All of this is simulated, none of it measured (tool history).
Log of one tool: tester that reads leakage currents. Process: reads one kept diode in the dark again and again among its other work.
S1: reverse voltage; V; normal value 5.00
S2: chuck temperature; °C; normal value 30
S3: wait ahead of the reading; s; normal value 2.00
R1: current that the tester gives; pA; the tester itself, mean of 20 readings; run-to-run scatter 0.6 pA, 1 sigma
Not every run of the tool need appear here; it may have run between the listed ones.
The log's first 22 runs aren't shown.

| run | hour | S1 | S2 | S3 | R1 |
|---|---|---|---|---|---|
| 23 | 825.9 | 11.10 | 29 | 4.35 | 263.28 |
| 24 | 867.6 | 1.17 | 32 | 0.31 | 121.08 |
| 25 | 912.4 | 12.81 | 52 | 2.00 | 1407.99 |
| 26 | 951.7 | 4.61 | 26 | 5.60 | 141.20 |
| 27 | 994.3 | 4.61 | 26 | 5.60 | 141.46 |
| 28 | 1019.4 | 2.74 | 26 | 3.92 | 111.95 |
| 29 | 1068.0 | 2.74 | 29 | 1.60 | 140.65 |
| 30 | 1114.2 | 8.25 | 32 | 1.60 | 287.21 |
| 31 | 1164.8 | 8.25 | 32 | 1.60 | 287.20 |
| 32 | 1191.4 | 8.25 | 51 | 3.02 | 1080.30 |
| 33 | 1233.8 | 8.25 | 40 | 1.21 | 512.76 |
| 34 | 1280.2 | 1.22 | 45 | 0.72 | 309.56 |
| 35 | 1310.4 | 1.22 | 45 | 0.72 | 307.33 |
|  | 1330.3 | chuck's temperature calibrated |
| 36 | 1363.8 | 1.22 | 45 | 0.50 | 309.03 |
| 37 | 1416.6 | 1.22 | 45 | 0.50 | 308.40 |
| 38 | 1446.6 | 5.00 | 21 | 1.68 | 99.17 |
| 39 | 1485.7 | 5.00 | 21 | 1.68 | 98.96 |
| 40 | 1510.4 | 5.73 | 30 | 2.00 | 211.14 |
| 41 | 1539.1 | 5.73 | 30 | 3.94 | 210.92 |

Predict each of these 3 candidate next runs independently; none follows another, all start after run 41:
| A | 1582.2 | 5.00 | 38 | 2.00 | ? |
| B | 1582.2 | 3.74 | 51 | 2.00 | ? |
| C | 1582.2 | 8.70 | 35 | 3.94 | ? |

| run | R1 |
|---|---|
| A | 356.01 |
| B | 759.16 |
| C | 367.24 |
Without the tool's hidden state the same runs would have given:
| run | R1 |
|---|---|
| A | 355.95 |
| B | 759.10 |
| C | 367.15 |
